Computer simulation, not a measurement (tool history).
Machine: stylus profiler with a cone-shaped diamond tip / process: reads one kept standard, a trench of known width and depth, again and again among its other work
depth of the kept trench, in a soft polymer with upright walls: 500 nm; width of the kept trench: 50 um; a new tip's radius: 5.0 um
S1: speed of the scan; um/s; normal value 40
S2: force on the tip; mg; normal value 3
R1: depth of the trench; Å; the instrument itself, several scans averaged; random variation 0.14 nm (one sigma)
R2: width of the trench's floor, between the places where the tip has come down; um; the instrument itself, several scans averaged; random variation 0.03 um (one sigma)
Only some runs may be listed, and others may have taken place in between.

Run 1, hour 0: usual settings. Result: R1 5055.8 Å, R2 43.81 um.
Run 2, hour 9.2: usual settings. Result: R1 5057.8 Å, R2 43.87 um.
Run 3, hour 23.5: usual settings but S2 3.77 mg. Result: R1 5061.9 Å, R2 43.83 um.
Run 4, hour 37.7: usual settings but S2 2.31 mg. Result: R1 5045.1 Å, R2 43.78 um.
Run 5, hour 60.3: usual settings but S2 1.72 mg. Result: R1 5043.3 Å, R2 43.76 um.
Run 6, hour 82.7: usual settings. Result: R1 5058 Å, R2 43.73 um.
Run 7, hour 95.7: usual settings but S2 8.31 mg. Result: R1 5100.6 Å, R2 43.85 um.
Run 8, hour 111.7: usual settings but S2 8.31 mg. Result: R1 5101.6 Å, R2 43.86 um.
Run 9, hour 126.9: usual settings but S2 8.31 mg. Result: R1 5100.1 Å, R2 43.85 um.
Run 10, hour 137.8: usual settings but S2 8.31 mg. Result: R1 5100.5 Å, R2 43.82 um.
Run 11, hour 158.1: usual settings. Result: R1 5059.2 Å, R2 43.75 um.
Run 12, hour 174.7: usual settings. Result: R1 5055.9 Å, R2 43.76 um.
Run 13, hour 185.6: usual settings. Result: R1 5055.8 Å, R2 43.69 um.
Run 14, hour 199.2: usual settings but S1 31 um/s. Result: R1 5056 Å, R2 43.69 um.
Run 15, hour 214.8: usual settings but S1 31 um/s, S2 5 mg. Result: R1 5077 Å, R2 43.76 um.
Run 16, hour 237.5: usual settings but S1 14 um/s. Result: R1 5056.5 Å, R2 43.81 um.
Run 17, hour 259.7: usual settings but S1 26 um/s. Result: R1 5056.7 Å, R2 43.68 um.
Run 18, hour 278: usual settings but S1 26 um/s. Result: R1 5060.3 Å, R2 43.68 um.
Run 19, hour 298.5: usual settings but S1 26 um/s. Result: R1 5058.1 Å, R2 43.68 um.
Run 20, hour 315.1: usual settings but S1 12 um/s, S2 2.08 mg. Result: R1 5047.8 Å, R2 43.71 um.
Run 21, hour 331.7: usual settings but S1 12 um/s, S2 2.08 mg. Result: R1 5048.3 Å, R2 43.7 um.
Run 22, hour 350.4: usual settings but S2 2.05 mg. Result: R1 5047.3 Å, R2 43.54 um.
At hour 352.9: height scale calibrated on a step standard.
Run 23, hour 360.9: usual settings but S2 2.05 mg. Result: R1 5049.6 Å, R2 43.54 um.
Run 24, hour 382.7: usual settings but S1 21 um/s, S2 1.01 mg. Result: R1 5035.4 Å, R2 43.57 um.
Run 25, hour 401.6: usual settings but S1 22 um/s, S2 3.57 mg. Result: R1 5064.3 Å, R2 43.63 um.
At hour 405.6: height scale calibrated on a step standard, once more.
Run 26, hour 411.7: usual settings but S1 98 um/s, S2 1.06 mg. Result: R1 5021.3 Å, R2 42.96 um.
Run 27, hour 432.1: usual settings but S1 98 um/s, S2 1.06 mg. Result: R1 5021.5 Å, R2 42.94 um.
Run 28, hour 454.4: usual settings but S1 47 um/s, S2 1.36 mg. Result: R1 5027.1 Å, R2 43.42 um.
Run 29, hour 467.7: usual settings but S1 125 um/s, S2 5.6 mg. Result: R1 5065.9 Å, R2 43.3 um.
Run 30, hour 488: usual settings but S1 68 um/s, S2 5.6 mg. Result: R1 5067.2 Å, R2 43.46 um.
Run 31, hour 509.1: usual settings but S1 58 um/s, S2 1.98 mg. Result: R1 5032.6 Å, R2 43.34 um.
Run 32, hour 525.6: usual settings but S1 58 um/s, S2 1.98 mg. Result: R1 5036.3 Å, R2 43.29 um.
Run 33, hour 544.8: usual settings but S1 58 um/s, S2 1.98 mg. Result: R1 5034.8 Å, R2 43.36 um.
Run 34, hour 559.1: usual settings but S1 46 um/s, S2 2.84 mg. Result: R1 5044.9 Å, R2 43.4 um.
Run 35, hour 580.1: usual settings but S1 33 um/s, S2 1.57 mg. Result: R1 5029.5 Å, R2 43.39 um.

Pick out some run-to-run changes in R1. Of each, how much would a tool without hidden state show as well, from the settings, what came in and chance, and how much is left for the hidden state and any gauge scatter not in both results compared?
Unlogged tool condition in this case: radius of the tip, um; height scale over the true one, %; drift of the gauge itself on depth_nm, %; drift of the gauge itself on floor_um, %.
Run 1 -> 2: no setting touched and nothing written in the log between the runs. R1 +2 Å: hidden state +0.2, all else +1.8.
Run 6 -> 7: S2 3 -> 8.31. R1 +42.6 Å: hidden state +0.2, all else +42.4.
Run 10 -> 11: S2 8.31 -> 3. R1 -41.3 Å: hidden state +0, all else -41.3.
Run 22 -> 23: height scale calibrated on a step standard. R1 +2.3 Å: hidden state +1.6, all else +0.7.
Run 25 -> 26: S1 22 -> 98, S2 3.57 -> 1.06, height scale calibrated on a step standard, once more. R1 -43 Å: hidden state -15.8, all else -27.2.
